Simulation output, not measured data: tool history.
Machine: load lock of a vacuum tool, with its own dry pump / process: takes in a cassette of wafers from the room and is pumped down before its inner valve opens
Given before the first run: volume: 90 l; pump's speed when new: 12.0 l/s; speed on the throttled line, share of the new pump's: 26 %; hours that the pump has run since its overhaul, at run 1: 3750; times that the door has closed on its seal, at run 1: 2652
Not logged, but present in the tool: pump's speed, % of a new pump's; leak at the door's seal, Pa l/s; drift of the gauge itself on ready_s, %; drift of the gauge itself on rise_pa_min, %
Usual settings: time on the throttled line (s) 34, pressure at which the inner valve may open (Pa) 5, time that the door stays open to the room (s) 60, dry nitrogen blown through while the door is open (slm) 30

run    hour  time on the throttled line (s)  pressure at which the inner valve may open (Pa)  time that the door stays open to the room (s)  dry nitrogen blown through while the door is open (slm)  hours that the pump has run since its overhaul  times that the door has closed on its seal  incoming humidity of the room's air, %  time from the closed door until the inner valve may open (s)  rise of the pressure with all valves shut (Pa/min)
  1     0.0                              34                                                5                                             60                                                       30                                            3750                                        2652                                    45.8                                                         104.2                                               0.042
  2    58.0                              34                                                5                                             60                                                       30                                            3808                                        2761                                    42.3                                                         104.3                                               0.040
  3   110.0                              34                                                5                                             60                                                       30                                            3860                                        2860                                    42.3                                                         104.9                                               0.043
  4   202.9                              34                                                5                                             60                                                       30                                            3953                                        3036                                    49.6                                                         103.4                                               0.045
  5   247.5                              34                                                5                                             60                                                       30                                            3997                                        3120                                    43.7                                                         104.1                                               0.047
  6   349.2                              34                                                5                                             60                                                       30                                            4099                                        3312                                    44.3                                                         103.2                                               0.045
  7   404.8                              34                                                5                                             60                                                       30                                            4155                                        3418                                    47.7                                                         105.0                                               0.043
  8   463.2                              34                                                5                                             60                                                       30                                            4213                                        3528                                    45.5                                                         104.4                                               0.046
  9   534.0                              34                                                5                                             60                                                       23                                            4284                                        3662                                    42.9                                                         105.5                                               0.051
 10   634.8                              49                                                5                                             60                                                       30                                            4385                                        3853                                    48.6                                                         115.8                                               0.056
 11   705.8                              49                                                5                                             60                                                       30                                            4456                                        3987                                    43.7                                                         116.4                                               0.039
 12   788.4                              49                                                5                                             48                                                       30                                            4538                                        4143                                    43.7                                                         116.5                                               0.038
 13   833.3                              49                                                5                                             48                                                       30                                            4583                                        4228                                    46.7                                                         115.1                                               0.043
 14   930.3                              49                                                5                                             48                                                       30                                            4680                                        4412                                    44.9                                                         116.0                                               0.048
 15   977.4                              49                                                5                                             48                                                       30                                            4727                                        4501                                    44.0                                                         117.2                                               0.042
 16  1040.1                              49                                                5                                             48                                                       30                                            4790                                        4619                                    45.7                                                         115.4                                               0.041
 17  1113.8                              49                                                5                                             48                                                       20                                            4864                                        4759                                    46.5                                                         117.4                                               0.053
 18  1166.6                              34                                                5                                             60                                                       30                                            4917                                        4859                                    41.7                                                         105.8                                               0.051
 19  1215.3                              34                                                6                                             60                                                       35                                            4965                                        4951                                    48.5                                                         103.2                                               0.048
 20  1323.3                              34                                                6                                             60                                                       15                                            5073                                        5155                                    47.2                                                         102.8                                               0.065
 21  1412.4                              34                                               10                                            204                                                       30                                            5162                                        5324                                    44.7                                                         100.3                                               0.066
 22  1499.1                              34                                                4                                            204                                                        6                                            5249                                        5488                                    46.6                                                         108.0                                               0.106
 23  1544.7                              63                                                5                                             60                                                       14                                            5295                                        5574                                    45.1                                                         125.7                                               0.068
 24  1621.1                              63                                                7                                            148                                                        9                                            5371                                        5719                                    45.9                                                         125.5                                               0.093
 25  1729.1                              31                                                7                                            125                                                        9                                            5479                                        5923                                    44.7                                                         100.7                                               0.085
 26  1830.8                              39                                                7                                            125                                                       12                                            5581                                        6116                                    43.9                                                         106.0                                               0.078
 27  1921.7                              39                                                5                                            125                                                        4                                            5672                                        6287                                    47.2                                                         109.1                                               0.095
 28  1980.8                              34                                                7                                             60                                                       26                                            5731                                        6399                                    42.6                                                         103.7                                               0.057
 29  2057.9                              17                                                4                                            131                                                       11                                            5808                                        6545                                    46.8                                                          96.1                                               0.090
 30  2104.3                              19                                                7                                            137                                                        5                                            5854                                        6633                                    42.1                                                          92.9                                               0.094
 31  2164.4                              37                                                5                                             60                                                       30                                            5914                                        6747                                    43.8                                                         109.5                                               0.060
 32  2248.7                              37                                                5                                             60                                                       30                                            5999                                        6906                                    43.8                                                         109.8                                               0.062
 33  2355.5                              34                                                5                                             60                                                       11                                            6105                                        7108                                    48.2                                                         108.9                                               0.079
 34  2419.6                              49                                               10                                             37                                                        8                                            6170                                        7229                                    44.0                                                         111.9                                               0.073
 35  2513.5                              49                                               10                                             37                                                        8                                            6263                                        7407                                    44.0                                                         111.4                                               0.076
 36  2622.3                              49                                               10                                             37                                                        8                                            6372                                        7613                                    46.8                                                         111.8                                               0.080

Branching from run 36: 5 alternative next runs. What would each branch give?
  A  2721.1                              41                                               10                                             70                                                       11                                            6471                                        7800                                    47.2                                                             ?                                                   ?
  B  2721.1                              18                                                5                                             74                                                       23                                            6471                                        7800                                    46.9                                                             ?                                                   ?
  C  2721.1                              50                                                7                                             60                                                       32                                            6471                                        7800                                    45.7                                                             ?                                                   ?
  D  2721.1                              49                                               10                                             59                                                       10                                            6471                                        7800                                    44.4                                                             ?                                                   ?
  E  2721.1                              43                                                5                                             60                                                       30                                            6471                                        7800                                    47.3                                                             ?                                                   ?

run  time from the closed door until the inner valve may open (s)  rise of the pressure with all valves shut (Pa/min)
  A                                                         105.4                                               0.084
  B                                                          95.9                                               0.067
  C                                                         116.1                                               0.060
  D                                                         111.6                                               0.082
  E                                                         112.8                                               0.061
The same runs, with their run-to-run variation unchanged, on a tool lacking any hidden condition would have given:
run  time from the closed door until the inner valve may open (s)  rise of the pressure with all valves shut (Pa/min)
  A                                                          99.0                                               0.053
  B                                                          88.2                                               0.037
  C                                                         109.7                                               0.029
  D                                                         105.4                                               0.051
  E                                                         105.9                                               0.030
